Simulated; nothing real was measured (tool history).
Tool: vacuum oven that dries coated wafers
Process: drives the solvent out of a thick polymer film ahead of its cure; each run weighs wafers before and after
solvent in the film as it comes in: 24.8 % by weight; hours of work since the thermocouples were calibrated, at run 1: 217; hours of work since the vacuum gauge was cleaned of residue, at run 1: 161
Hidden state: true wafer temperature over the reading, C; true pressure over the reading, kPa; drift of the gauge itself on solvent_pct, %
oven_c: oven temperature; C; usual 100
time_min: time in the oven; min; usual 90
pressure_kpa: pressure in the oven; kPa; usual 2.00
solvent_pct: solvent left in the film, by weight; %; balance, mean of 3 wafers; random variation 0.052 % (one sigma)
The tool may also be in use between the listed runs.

run,hour,oven_c,time_min,pressure_kpa,hours of work since the thermocouples were calibrated,hours of work since the vacuum gauge was cleaned of residue,solvent_pct
1,0.0,100,90,2.00,217,161,4.51
2,10.2,100,90,2.00,222,165,4.60
3,16.2,100,90,2.00,224,168,4.59
4,22.7,100,90,2.00,227,171,4.54
5,34.8,111,90,2.00,232,176,1.40
6,43.7,111,90,2.00,236,180,1.41
7,54.3,100,117,2.00,241,184,3.06
8,62.3,95,90,2.00,244,188,6.55
9,68.6,100,90,2.00,247,191,4.66
10,76.7,100,90,2.00,250,194,4.69
11,87.4,100,90,2.00,255,199,4.49
12,96.6,100,77,2.00,259,203,5.63
13,107.1,100,149,2.00,263,207,2.12
14,112.8,100,149,2.00,266,210,2.12
15,124.9,100,90,4.98,271,215,5.65
16,132.7,100,90,1.01,274,218,4.29
17,144.8,100,134,1.01,280,223,2.09
18,151.8,100,134,1.01,283,226,2.12
19,156.9,100,134,1.01,285,229,2.09
20,168.7,100,134,1.01,290,234,2.02
21,180.2,100,90,2.00,295,239,4.59
22,185.9,100,51,2.00,297,241,8.38
23,192.8,100,51,2.00,300,244,8.48
24,198.8,109,90,2.00,303,247,1.82
25,206.5,109,90,2.00,306,250,1.85
26,215.6,88,58,4.15,310,254,13.47
27,220.7,101,56,1.04,312,256,7.09
28,227.7,100,139,2.00,315,259,2.39
29,237.2,91,105,2.00,319,263,7.58
30,244.1,101,52,2.00,322,266,7.90
31,254.9,97,54,5.27,327,271,10.51
32,266.9,100,94,2.00,332,276,4.31
33,275.3,113,103,7.89,336,279,2.55
34,282.9,110,97,1.29,339,283,1.22
35,295.1,111,55,1.29,344,288,3.30
36,306.0,111,55,1.29,349,293,3.33
37,311.3,111,55,1.29,351,295,3.31
38,317.8,111,55,1.29,354,298,3.38
39,324.1,103,51,6.54,357,300,8.52
40,334.3,86,57,2.00,361,305,13.61
41,345.8,86,57,2.00,366,310,13.78
42,356.8,86,57,2.00,371,314,13.87
43,364.7,86,57,2.00,374,318,13.62
44,373.9,100,121,2.95,378,322,3.34
45,380.4,100,135,4.66,381,325,3.59
46,390.5,100,135,4.66,385,329,3.56
47,401.7,105,118,4.66,390,334,2.71

Forecast each of these 4 alternatives for the next run:
A,410.8,100,133,5.74,394,338,?
B,410.8,100,90,5.12,394,338,?
C,410.8,115,89,2.97,394,338,?
D,410.8,87,46,1.89,394,338,?

run,solvent_pct
A,4.10
B,5.80
C,1.25
D,14.48
Without the tool's hidden state the same runs would have given:
run,solvent_pct
A,3.77
B,5.37
C,1.13
D,14.11
